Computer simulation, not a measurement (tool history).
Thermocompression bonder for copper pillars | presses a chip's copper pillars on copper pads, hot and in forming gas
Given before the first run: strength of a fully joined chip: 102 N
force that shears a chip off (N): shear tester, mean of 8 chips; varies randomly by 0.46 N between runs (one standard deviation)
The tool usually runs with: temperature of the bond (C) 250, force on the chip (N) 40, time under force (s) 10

| run | hour | temperature of the bond (C) | force on the chip (N) | time under force (s) | force that shears a chip off (N) |
|---|---|---|---|---|---|
| 1 | 0 | 250 | 40 | 10 | 47.2 |
| 2 | 18.5 | 250 | 51 | 10 | 60.4 |
| 3 | 31.3 | 250 | 51 | 10 | 59.5 |
| 4 | 49.2 | 250 | 40 | 23 | 62.1 |
| 5 | 58.3 | 250 | 40 | 23 | 61.4 |
| 6 | 66.4 | 250 | 40 | 23 | 62.3 |
| 7 | 77 | 250 | 40 | 23 | 61 |
| 8 | 90.6 | 250 | 43 | 10 | 51.6 |
| 9 | 102.9 | 250 | 43 | 10 | 50 |
| 10 | 112.5 | 250 | 44 | 10 | 51.2 |
| 11 | 130 | 250 | 44 | 10 | 51 |
| 12 | 147.9 | 250 | 44 | 10 | 52.5 |
| 13 | 160.9 | 250 | 40 | 10 | 46.2 |
| 14 | 170.1 | 250 | 40 | 10 | 46.3 |
|  | 172.6 | force cell calibrated |
| 15 | 179.6 | 250 | 42 | 10 | 48 |
| 16 | 194 | 250 | 40 | 10 | 45.8 |
| 17 | 207.2 | 250 | 40 | 10 | 45.5 |
| 18 | 215.8 | 250 | 40 | 29 | 63 |
| 19 | 227.1 | 277 | 40 | 10 | 61.5 |
| 20 | 238.7 | 277 | 38 | 10 | 59.7 |
| 21 | 254.8 | 268 | 44 | 11 | 63.2 |
| 22 | 262.7 | 279 | 40 | 10 | 64.1 |
| 23 | 270.8 | 279 | 40 | 10 | 63.1 |
|  | 285.1 | force cell calibrated, once more |
| 24 | 289.4 | 276 | 40 | 7 | 58.4 |
| 25 | 302.1 | 263 | 57 | 9 | 73.2 |
| 26 | 311.1 | 263 | 57 | 9 | 72.2 |
| 27 | 322.6 | 263 | 48 | 29 | 82.4 |
| 28 | 333 | 263 | 48 | 29 | 81.3 |
| 29 | 341.5 | 263 | 48 | 29 | 80.9 |
| 30 | 351.8 | 265 | 40 | 6 | 48.1 |
| 31 | 368.3 | 265 | 40 | 6 | 47.3 |
| 32 | 383.1 | 256 | 37 | 29 | 66.6 |
|  | 391.4 | heater calibrated with a thermocouple chip |
| 33 | 402.6 | 250 | 40 | 10 | 39.9 |
| 34 | 415.9 | 274 | 59 | 15 | 79.6 |
| 35 | 432.8 | 222 | 47 | 8 | 29.2 |

Below, some changes in force that shears a chip off (N) between adjacent runs. For each, the amount present without the hidden state too (settings, incoming material, random variation) and the amount remaining for the hidden state with gauge scatter not shared by both compared results:
The tool's hidden condition here consists of: true temperature of the bond over the reading, C; force that reaches the chip, % of what is set; oxide that the forming gas leaves, % of the face; drift of the gauge itself on shear_n, %.
Run 29 -> 30: temperature of the bond (C) 263 -> 265, force on the chip (N) 48 -> 40, time under force (s) 29 -> 6. force that shears a chip off (N) -32.8: hidden state +3.6, all else -36.4.
Run 32 -> 33: temperature of the bond (C) 256 -> 250, force on the chip (N) 37 -> 40, time under force (s) 29 -> 10, heater calibrated with a thermocouple chip. force that shears a chip off (N) -26.7: hidden state -5.2, all else -21.5.
Run 33 -> 34: temperature of the bond (C) 250 -> 274, force on the chip (N) 40 -> 59, time under force (s) 10 -> 15. force that shears a chip off (N) +39.7: hidden state -4, all else +43.7.
Run 34 -> 35: temperature of the bond (C) 274 -> 222, force on the chip (N) 59 -> 47, time under force (s) 15 -> 8. force that shears a chip off (N) -50.4: hidden state +5.1, all else -55.5.
